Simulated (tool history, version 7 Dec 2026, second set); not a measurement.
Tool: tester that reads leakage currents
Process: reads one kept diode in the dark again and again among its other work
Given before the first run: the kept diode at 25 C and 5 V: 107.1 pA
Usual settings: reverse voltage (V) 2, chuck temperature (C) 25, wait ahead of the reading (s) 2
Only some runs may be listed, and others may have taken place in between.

| run | hour | reverse voltage (V) | chuck temperature (C) | wait ahead of the reading (s) | current that the tester gives (pA) |
|---|---|---|---|---|---|
| 1 | 0 | 2 | 25 | 2 | 54.15 |
| 2 | 74.2 | 2 | 25 | 2 | 53.54 |
| 3 | 127 | 2 | 25 | 2 | 53.61 |
| 4 | 195.9 | 2 | 41 | 2 | 229.88 |
| 5 | 241.7 | 2 | 41 | 7.77 | 229.04 |
|  | 293.9 | chuck's temperature calibrated |
| 6 | 303.3 | 2 | 41 | 7.77 | 264.06 |
| 7 | 358.4 | 2 | 41 | 7.77 | 263.47 |
| 8 | 395.1 | 2 | 41 | 7.77 | 262.76 |
| 9 | 430.9 | 2 | 41 | 7.77 | 262.21 |
| 10 | 503.3 | 2 | 41 | 7.77 | 260.57 |
| 11 | 580 | 2 | 41 | 7.77 | 260.14 |
| 12 | 657.1 | 2 | 41 | 7.77 | 258.55 |
| 13 | 741.3 | 2 | 25 | 2.57 | 60.33 |
| 14 | 787.8 | 4.73 | 25 | 2.57 | 102.04 |
| 15 | 840.5 | 4.73 | 25 | 2.57 | 101.37 |
|  | 903.9 | tester calibrated |
| 16 | 925.6 | 2 | 25 | 2 | 61.09 |
| 17 | 964.8 | 2 | 25 | 2 | 61.09 |
| 18 | 1019.4 | 2 | 25 | 2 | 60.93 |
| 19 | 1081.2 | 2 | 25 | 2 | 60.3 |
| 20 | 1116.3 | 5.12 | 33 | 1.15 | 224.04 |
| 21 | 1177.6 | 14.28 | 38 | 4.53 | 645.98 |
| 22 | 1255.1 | 2.7 | 25 | 6.5 | 71.96 |
| 23 | 1293.5 | 4.15 | 43 | 7.69 | 464.16 |
| 24 | 1345 | 1.53 | 30 | 0.4 | 80.96 |
| 25 | 1417 | 1.53 | 30 | 0.4 | 80.36 |
| 26 | 1478.9 | 1.53 | 30 | 0.4 | 80.15 |
| 27 | 1550.8 | 2 | 25 | 0.43 | 59.31 |
| 28 | 1636.4 | 16.69 | 24 | 7.67 | 201.55 |
| 29 | 1701.8 | 16.69 | 24 | 7.67 | 200.83 |
| 30 | 1784.4 | 2 | 31 | 2 | 99.63 |
| 31 | 1857.6 | 6.87 | 37 | 2 | 358.55 |
| 32 | 1929.6 | 6.87 | 29 | 3.07 | 175.17 |
|  | 1973.9 | chuck's temperature calibrated |
| 33 | 1985.4 | 6.87 | 29 | 3.07 | 202.21 |
| 34 | 2040.3 | 1.54 | 29 | 3.07 | 80.19 |
| 35 | 2090.3 | 13.04 | 32 | 0.38 | 393.23 |

What if the next run were any one of these 3? Each begins from the tool's condition after run 35:
| A | 2159.8 | 1.63 | 25 | 1.86 | ? |
| B | 2159.8 | 13.04 | 27 | 0.38 | ? |
| C | 2159.8 | 7.78 | 32 | 0.38 | ? |

| run | current that the tester gives (pA) |
|---|---|
| A | 56.82 |
| B | 256.6 |
| C | 285.02 |
Stripped of hidden state, with their random variation kept, the same runs would have yielded:
| run | current that the tester gives (pA) |
|---|---|
| A | 55 |
| B | 238.75 |
| C | 276.38 |
